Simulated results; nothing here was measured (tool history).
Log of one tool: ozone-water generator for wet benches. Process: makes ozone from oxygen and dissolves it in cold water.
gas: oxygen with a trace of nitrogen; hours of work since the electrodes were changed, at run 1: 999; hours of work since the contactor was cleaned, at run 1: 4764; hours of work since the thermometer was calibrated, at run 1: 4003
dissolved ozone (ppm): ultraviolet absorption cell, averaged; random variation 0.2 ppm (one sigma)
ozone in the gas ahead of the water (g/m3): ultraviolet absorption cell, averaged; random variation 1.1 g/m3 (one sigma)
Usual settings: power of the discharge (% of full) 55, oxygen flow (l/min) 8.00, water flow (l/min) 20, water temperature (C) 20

run	day	power of the discharge (% of full)	oxygen flow (l/min)	water flow (l/min)	water temperature (C)	hours of work since the electrodes were changed	hours of work since the contactor was cleaned	hours of work since the thermometer was calibrated	dissolved ozone (ppm)	ozone in the gas ahead of the water (g/m3)
1	0.000	55	8.00	20	20	999	4764	4003	26.5	198.6
2	1.008	55	8.00	20	20	1014	4779	4019	26.4	198.5
3	2.146	55	8.00	13	20	1032	4797	4036	34.1	198.9
4	3.050	55	8.00	20	25	1046	4810	4050	23.9	199.0
5	4.712	55	8.00	20	25	1071	4836	4075	24.0	199.4
6	5.833	55	8.00	20	25	1088	4853	4092	23.7	196.7
7	6.658	55	8.00	15	20	1101	4866	4105	31.2	197.3
8	8.479	55	8.00	15	20	1129	4894	4133	31.3	198.6
9	9.604	55	8.00	15	20	1146	4911	4150	31.7	198.7
10	11.371	55	8.00	15	13	1173	4938	4177	36.4	196.0
11	12.900	55	8.00	15	13	1196	4961	4201	36.2	198.5
12	14.425	82	8.00	20	20	1220	4985	4224	33.0	246.3
13	15.258	55	8.00	20	20	1232	4997	4237	26.3	196.8
14	16.396	55	8.00	20	20	1250	5015	4254	26.3	195.5
15	17.688	55	8.00	20	20	1270	5034	4274	26.4	197.0
16	19.117	55	8.00	20	20	1291	5056	4296	26.3	194.9
17	19.996	55	5.38	17	17	1305	5070	4309	33.1	257.5
18	21.146	90	8.00	20	17	1322	5087	4327	37.1	260.8
19	22.108	78	6.31	20	27	1337	5102	4341	29.9	282.6
20	23.075	78	6.31	20	27	1352	5117	4356	29.8	281.7
21	24.242	64	4.12	21	26	1370	5135	4374	28.0	339.4
22	25.212	64	4.12	21	26	1385	5150	4389	28.4	336.5
23	26.117	99	6.56	20	20	1399	5163	4403	38.6	313.9
24	27.846	55	6.51	18	20	1425	5190	4429	29.6	226.4
25	28.654	55	8.00	20	21	1437	5202	4442	26.0	199.1
26	30.329	42	6.37	19	23	1463	5228	4467	23.3	196.9
27	31.521	55	11.22	29	26	1481	5246	4486	16.5	157.6
28	32.350	55	11.22	29	26	1494	5259	4498	16.6	156.0
29	34.154	41	11.22	29	22	1522	5286	4526	15.1	130.6
30	35.242	41	11.22	29	22	1538	5303	4542	15.1	132.2
31	36.179	55	8.00	20	23	1553	5317	4557	24.5	195.3
32	37.204	77	8.00	20	21	1568	5333	4572	31.1	239.7

Forecast each of these 4 alternatives for the next run:
A	38.196	58	4.22	32	21	1583	5348	4588	?	?
B	38.196	77	6.61	20	22	1583	5348	4588	?	?
C	38.196	98	8.00	20	20	1583	5348	4588	?	?
D	38.196	77	8.00	20	27	1583	5348	4588	?	?

run	dissolved ozone (ppm)	ozone in the gas ahead of the water (g/m3)
A	19.1	311.2
B	31.6	272.3
C	36.1	271.4
D	27.0	234.5
Without the tool's hidden state the same runs would have given:
run	dissolved ozone (ppm)	ozone in the gas ahead of the water (g/m3)
A	20.8	320.5
B	34.2	281.9
C	39.2	282.3
D	29.2	242.9
